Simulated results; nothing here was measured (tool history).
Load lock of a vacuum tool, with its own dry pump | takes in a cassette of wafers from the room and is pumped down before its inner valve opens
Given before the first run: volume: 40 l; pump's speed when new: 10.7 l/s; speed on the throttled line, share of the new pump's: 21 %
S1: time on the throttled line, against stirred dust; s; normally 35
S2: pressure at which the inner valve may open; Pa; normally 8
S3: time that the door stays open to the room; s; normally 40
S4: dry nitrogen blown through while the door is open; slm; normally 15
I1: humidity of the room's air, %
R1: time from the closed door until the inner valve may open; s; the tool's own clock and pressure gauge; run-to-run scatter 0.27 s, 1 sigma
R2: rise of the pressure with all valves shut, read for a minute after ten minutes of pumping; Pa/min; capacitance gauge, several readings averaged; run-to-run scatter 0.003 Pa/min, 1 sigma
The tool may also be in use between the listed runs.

{"run": 1, "hour": 0.0, "S1": 35, "S2": 8, "S3": 40, "S4": 15, "I1": 47.8, "R1": 63.3, "R2": 0.028}
{"run": 2, "hour": 40.2, "S1": 35, "S2": 8, "S3": 40, "S4": 15, "I1": 46.3, "R1": 63.6, "R2": 0.022}
{"run": 3, "hour": 79.1, "S1": 35, "S2": 8, "S3": 45, "S4": 15, "I1": 46.2, "R1": 63.3, "R2": 0.033}
{"run": 4, "hour": 130.9, "S1": 35, "S2": 8, "S3": 40, "S4": 15, "I1": 45.2, "R1": 63.4, "R2": 0.028}
{"run": 5, "hour": 190.1, "S1": 35, "S2": 8, "S3": 114, "S4": 15, "I1": 41.7, "R1": 64.1, "R2": 0.042}
{"run": 6, "hour": 255.4, "S1": 35, "S2": 8, "S3": 114, "S4": 15, "I1": 50.2, "R1": 63.9, "R2": 0.041}
{"run": 7, "hour": 295.6, "S1": 35, "S2": 8, "S3": 114, "S4": 31, "I1": 44.3, "R1": 63.9, "R2": 0.039}
{"run": 8, "hour": 336.6, "S1": 35, "S2": 8, "S3": 114, "S4": 6, "I1": 48.0, "R1": 63.0, "R2": 0.06}
{"run": 9, "hour": 388.7, "S1": 35, "S2": 9, "S3": 40, "S4": 10, "I1": 44.6, "R1": 63.2, "R2": 0.039}
{"run": 10, "hour": 478.0, "S1": 35, "S2": 9, "S3": 40, "S4": 10, "I1": 44.8, "R1": 63.0, "R2": 0.043}
{"run": 11, "hour": 540.3, "S1": 33, "S2": 7, "S3": 57, "S4": 14, "I1": 43.8, "R1": 63.1, "R2": 0.038}
{"run": 12, "hour": 610.3, "S1": 39, "S2": 7, "S3": 40, "S4": 15, "I1": 44.0, "R1": 67.7, "R2": 0.042}
{"run": 13, "hour": 650.0, "S1": 35, "S2": 8, "S3": 238, "S4": 15, "I1": 43.4, "R1": 63.6, "R2": 0.065}
{"run": 14, "hour": 707.1, "S1": 35, "S2": 7, "S3": 152, "S4": 5, "I1": 48.2, "R1": 64.4, "R2": 0.084}
{"run": 15, "hour": 776.3, "S1": 55, "S2": 7, "S3": 152, "S4": 5, "I1": 45.2, "R1": 79.5, "R2": 0.077}
{"run": 16, "hour": 855.5, "S1": 37, "S2": 8, "S3": 177, "S4": 15, "I1": 47.9, "R1": 65.5, "R2": 0.066}

The same runs without the tool's hidden state, with the same run-to-run variation:
The tool's hidden condition here consists of: pump's speed, % of a new pump's; leak at the door's seal, Pa l/s; drift of the gauge itself on ready_s, %; drift of the gauge itself on rise_pa_min, %.
run=1 R1=62.9 R2=0.016
run=2 R1=63.3 R2=0.009
run=3 R1=63.0 R2=0.018
run=4 R1=63.0 R2=0.013
run=5 R1=63.7 R2=0.025
run=6 R1=63.5 R2=0.022
run=7 R1=63.5 R2=0.020
run=8 R1=62.6 R2=0.039
run=9 R1=62.6 R2=0.017
run=10 R1=62.5 R2=0.018
run=11 R1=62.6 R2=0.012
run=12 R1=67.2 R2=0.014
run=13 R1=63.1 R2=0.036
run=14 R1=63.9 R2=0.053
run=15 R1=79.0 R2=0.043
run=16 R1=64.9 R2=0.029
